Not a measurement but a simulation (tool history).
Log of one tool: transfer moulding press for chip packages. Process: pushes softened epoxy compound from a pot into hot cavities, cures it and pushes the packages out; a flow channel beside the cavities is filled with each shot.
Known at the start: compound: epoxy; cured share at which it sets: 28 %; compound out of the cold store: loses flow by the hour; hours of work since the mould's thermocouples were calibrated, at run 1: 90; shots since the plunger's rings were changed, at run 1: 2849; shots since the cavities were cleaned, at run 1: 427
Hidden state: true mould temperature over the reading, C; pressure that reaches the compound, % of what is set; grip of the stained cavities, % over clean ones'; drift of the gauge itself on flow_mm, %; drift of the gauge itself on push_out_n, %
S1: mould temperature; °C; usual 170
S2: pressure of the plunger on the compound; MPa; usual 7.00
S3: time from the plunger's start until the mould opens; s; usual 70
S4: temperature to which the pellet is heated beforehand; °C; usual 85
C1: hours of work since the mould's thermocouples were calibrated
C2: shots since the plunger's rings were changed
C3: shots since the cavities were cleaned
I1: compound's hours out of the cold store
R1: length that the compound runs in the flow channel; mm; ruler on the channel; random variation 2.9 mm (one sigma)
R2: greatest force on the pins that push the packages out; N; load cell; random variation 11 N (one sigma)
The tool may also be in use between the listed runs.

run 1 hour=0.0 | S1=170 S2=7.00 S3=70 S4=85 | C1=90 C2=2849 C3=427 | I1=20.8 | R1=608 R2=547
-- hour=2.0 cavities cleaned with cleaning compound and waxed
run 2 hour=10.9 | S1=170 S2=7.00 S3=70 S4=85 | C1=95 C2=2949 C3=94 | I1=23.1 | R1=594 R2=527
run 3 hour=21.8 | S1=170 S2=7.88 S3=70 S4=85 | C1=100 C2=3064 C3=209 | I1=42.6 | R1=573 R2=536
run 4 hour=28.9 | S1=170 S2=7.88 S3=70 S4=85 | C1=103 C2=3139 C3=284 | I1=18.1 | R1=655 R2=558
run 5 hour=36.4 | S1=170 S2=7.00 S3=70 S4=82 | C1=107 C2=3218 C3=363 | I1=21.6 | R1=605 R2=547
-- hour=44.7 cavities cleaned with cleaning compound and waxed
run 6 hour=45.5 | S1=170 S2=5.55 S3=70 S4=85 | C1=110 C2=3300 C3=9 | I1=42.2 | R1=483 R2=506
run 7 hour=51.7 | S1=170 S2=5.55 S3=70 S4=85 | C1=113 C2=3364 C3=73 | I1=22.2 | R1=535 R2=535
run 8 hour=60.8 | S1=174 S2=7.00 S3=70 S4=85 | C1=117 C2=3462 C3=171 | I1=38.8 | R1=540 R2=461
run 9 hour=66.1 | S1=176 S2=7.00 S3=70 S4=85 | C1=120 C2=3518 C3=227 | I1=31.8 | R1=556 R2=453
run 10 hour=77.4 | S1=176 S2=7.00 S3=70 S4=85 | C1=125 C2=3637 C3=346 | I1=13.7 | R1=604 R2=440
run 11 hour=84.0 | S1=176 S2=7.00 S3=70 S4=85 | C1=128 C2=3707 C3=416 | I1=17.2 | R1=594 R2=451
-- hour=87.1 cavities cleaned with cleaning compound and waxed
run 12 hour=91.1 | S1=170 S2=7.11 S3=70 S4=85 | C1=131 C2=3767 C3=42 | I1=31.5 | R1=577 R2=518
run 13 hour=97.3 | S1=170 S2=7.00 S3=70 S4=85 | C1=134 C2=3832 C3=107 | I1=46.3 | R1=534 R2=500
run 14 hour=106.6 | S1=170 S2=7.00 S3=70 S4=85 | C1=138 C2=3931 C3=206 | I1=11.6 | R1=633 R2=542
run 15 hour=111.6 | S1=174 S2=7.00 S3=70 S4=94 | C1=141 C2=3984 C3=259 | I1=32.3 | R1=553 R2=465
run 16 hour=117.8 | S1=167 S2=7.00 S3=70 S4=94 | C1=144 C2=4049 C3=324 | I1=39.4 | R1=561 R2=586
run 17 hour=124.7 | S1=167 S2=7.00 S3=68 S4=83 | C1=147 C2=4122 C3=397 | I1=32.2 | R1=581 R2=629
-- hour=129.6 cavities cleaned with cleaning compound and waxed
run 18 hour=137.1 | S1=167 S2=7.00 S3=100 S4=83 | C1=152 C2=4237 C3=79 | I1=21.3 | R1=620 R2=453
run 19 hour=142.7 | S1=169 S2=7.00 S3=100 S4=82 | C1=154 C2=4297 C3=139 | I1=47.7 | R1=532 R2=444
run 20 hour=151.4 | S1=170 S2=7.25 S3=70 S4=92 | C1=159 C2=4390 C3=232 | I1=43.3 | R1=551 R2=526
run 21 hour=156.9 | S1=170 S2=5.68 S3=75 S4=85 | C1=161 C2=4447 C3=289 | I1=22.6 | R1=537 R2=484
run 22 hour=163.9 | S1=170 S2=7.37 S3=75 S4=85 | C1=164 C2=4521 C3=363 | I1=32.9 | R1=588 R2=462
-- hour=172.2 cavities cleaned with cleaning compound and waxed
run 23 hour=172.5 | S1=168 S2=7.37 S3=65 S4=80 | C1=168 C2=4597 C3=3 | I1=13.3 | R1=660 R2=706
run 24 hour=180.9 | S1=171 S2=7.37 S3=87 S4=80 | C1=172 C2=4686 C3=92 | I1=45.3 | R1=541 R2=444

The next listed run, before its measurement:
run 25 hour=188.5 | S1=167 S2=7.00 S3=70 S4=85 | C1=175 C2=4766 C3=172 | I1=22.6 | R1=? R2=?

{"run 25": {"R1": 615, "R2": 631}}
Without the tool's hidden state the same run would have given R1 616 mm, R2 627 N.

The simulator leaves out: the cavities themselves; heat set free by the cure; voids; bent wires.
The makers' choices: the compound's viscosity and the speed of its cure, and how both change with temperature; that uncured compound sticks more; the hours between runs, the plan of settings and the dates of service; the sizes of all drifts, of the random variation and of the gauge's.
